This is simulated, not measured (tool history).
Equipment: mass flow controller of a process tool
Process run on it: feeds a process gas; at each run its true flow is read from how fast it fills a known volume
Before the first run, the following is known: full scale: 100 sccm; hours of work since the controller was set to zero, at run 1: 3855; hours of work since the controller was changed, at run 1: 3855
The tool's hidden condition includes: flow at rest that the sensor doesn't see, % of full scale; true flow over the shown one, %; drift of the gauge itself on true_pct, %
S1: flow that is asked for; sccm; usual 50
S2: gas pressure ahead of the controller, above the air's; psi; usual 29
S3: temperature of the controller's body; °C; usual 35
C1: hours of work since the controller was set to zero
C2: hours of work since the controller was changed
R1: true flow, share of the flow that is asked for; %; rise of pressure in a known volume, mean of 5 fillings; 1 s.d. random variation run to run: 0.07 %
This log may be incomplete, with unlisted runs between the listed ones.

run 1 hour=0 | S1=50 S2=29 S3=35 | C1=3855 C2=3855 | R1=98.42
run 2 hour=192.8 | S1=50 S2=29 S3=35 | C1=3957 C2=3957 | R1=98.68
run 3 hour=406.8 | S1=82 S2=29 S3=35 | C1=4069 C2=4069 | R1=98.5
run 4 hour=696 | S1=50 S2=29 S3=35 | C1=4221 C2=4221 | R1=98.71
run 5 hour=928.1 | S1=50 S2=29 S3=35 | C1=4344 C2=4344 | R1=98.62
run 6 hour=1362.6 | S1=50 S2=29 S3=35 | C1=4572 C2=4572 | R1=98.52
run 7 hour=1717.8 | S1=50 S2=29 S3=35 | C1=4759 C2=4759 | R1=98.61
run 8 hour=2139.5 | S1=50 S2=29 S3=35 | C1=4981 C2=4981 | R1=98.68
run 9 hour=2317.3 | S1=50 S2=29 S3=35 | C1=5074 C2=5074 | R1=98.59
run 10 hour=2597.5 | S1=50 S2=29 S3=35 | C1=5222 C2=5222 | R1=98.62
run 11 hour=2820.8 | S1=50 S2=29 S3=35 | C1=5339 C2=5339 | R1=98.63
run 12 hour=3218 | S1=50 S2=29 S3=35 | C1=5548 C2=5548 | R1=98.6
run 13 hour=3409.5 | S1=50 S2=29 S3=35 | C1=5649 C2=5649 | R1=98.6
run 14 hour=3603.2 | S1=50 S2=29 S3=24 | C1=5751 C2=5751 | R1=99.18
-- hour=3668.5 controller's zero set anew
run 15 hour=3870.1 | S1=50 S2=29 S3=24 | C1=106 C2=5891 | R1=96.41
run 16 hour=4278.3 | S1=50 S2=29 S3=24 | C1=321 C2=6106 | R1=96.44
run 17 hour=4616.9 | S1=50 S2=29 S3=37 | C1=499 C2=6284 | R1=95.75
run 18 hour=4973.2 | S1=50 S2=29 S3=37 | C1=686 C2=6471 | R1=95.83
run 19 hour=5165.5 | S1=32 S2=29 S3=35 | C1=787 C2=6572 | R1=95.72
run 20 hour=5421.5 | S1=20 S2=29 S3=35 | C1=922 C2=6707 | R1=95.94
run 21 hour=5630.6 | S1=20 S2=29 S3=35 | C1=1032 C2=6817 | R1=96.16
run 22 hour=6028 | S1=20 S2=29 S3=35 | C1=1241 C2=7026 | R1=96.35
run 23 hour=6373.5 | S1=20 S2=29 S3=35 | C1=1423 C2=7208 | R1=96.35
run 24 hour=6736.2 | S1=50 S2=29 S3=35 | C1=1614 C2=7399 | R1=95.77
run 25 hour=6942.5 | S1=17 S2=26 S3=35 | C1=1722 C2=7507 | R1=97.02
run 26 hour=7173.1 | S1=17 S2=26 S3=35 | C1=1844 C2=7629 | R1=97.16
run 27 hour=7399 | S1=91 S2=25.4 S3=36 | C1=1962 C2=7747 | R1=96.32
run 28 hour=7608.7 | S1=91 S2=25.4 S3=36 | C1=2073 C2=7858 | R1=96.46
run 29 hour=7901.7 | S1=91 S2=25.4 S3=36 | C1=2227 C2=8012 | R1=96.28
run 30 hour=8142.4 | S1=50 S2=29 S3=24 | C1=2354 C2=8138 | R1=96.19
run 31 hour=8409.6 | S1=50 S2=23.6 S3=35 | C1=2494 C2=8279 | R1=96.15
run 32 hour=8778.8 | S1=50 S2=39.2 S3=35 | C1=2688 C2=8473 | R1=95.3
run 33 hour=9217.1 | S1=49 S2=29 S3=29 | C1=2919 C2=8704 | R1=96.16
run 34 hour=9448.8 | S1=49 S2=29 S3=29 | C1=3041 C2=8826 | R1=96.19
run 35 hour=9838.3 | S1=49 S2=29 S3=29 | C1=3246 C2=9031 | R1=96.12
run 36 hour=10273.4 | S1=40 S2=39.7 S3=25 | C1=3475 C2=9259 | R1=96.14
-- hour=10577.4 controller exchanged for a calibrated one
run 37 hour=10593.4 | S1=40 S2=39.7 S3=21 | C1=8 C2=8 | R1=98.86
run 38 hour=11005.6 | S1=85 S2=39.3 S3=34 | C1=225 C2=225 | R1=98.86
run 39 hour=11403.2 | S1=85 S2=39.3 S3=34 | C1=434 C2=434 | R1=98.95
run 40 hour=11676.5 | S1=50 S2=30.2 S3=21 | C1=578 C2=578 | R1=99.38
run 41 hour=11910.4 | S1=19 S2=30.9 S3=36 | C1=701 C2=701 | R1=98.72
run 42 hour=12125.7 | S1=27 S2=40 S3=21 | C1=814 C2=814 | R1=98.81
run 43 hour=12373.7 | S1=39 S2=21.8 S3=32 | C1=945 C2=945 | R1=99.19
run 44 hour=12582 | S1=39 S2=21.8 S3=32 | C1=1055 C2=1055 | R1=99.32
run 45 hour=12866.6 | S1=50 S2=28.3 S3=35 | C1=1204 C2=1204 | R1=98.8
run 46 hour=13201.4 | S1=50 S2=28.3 S3=35 | C1=1380 C2=1380 | R1=98.85
run 47 hour=13527 | S1=28 S2=29 S3=23 | C1=1552 C2=1552 | R1=99.59

Here are 5 independent what-if runs from the current tool condition. What would each one return?
run A hour=13715.3 | S1=29 S2=33.4 S3=20 | C1=1651 C2=1651 | R1=?
run B hour=13715.3 | S1=11 S2=27 S3=33 | C1=1651 C2=1651 | R1=?
run C hour=13715.3 | S1=14 S2=21.2 S3=25 | C1=1651 C2=1651 | R1=?
run D hour=13715.3 | S1=28 S2=29 S3=36 | C1=1651 C2=1651 | R1=?
run E hour=13715.3 | S1=50 S2=25.4 S3=24 | C1=1651 C2=1651 | R1=?

run=A R1=99.64
run=B R1=101.36
run=C R1=101.25
run=D R1=99.07
run=E R1=99.37
With no hidden state in the tool, these same runs would have given:
run=A R1=98.75
run=B R1=97.97
run=C R1=98.72
run=D R1=98.12
run=E R1=99.12
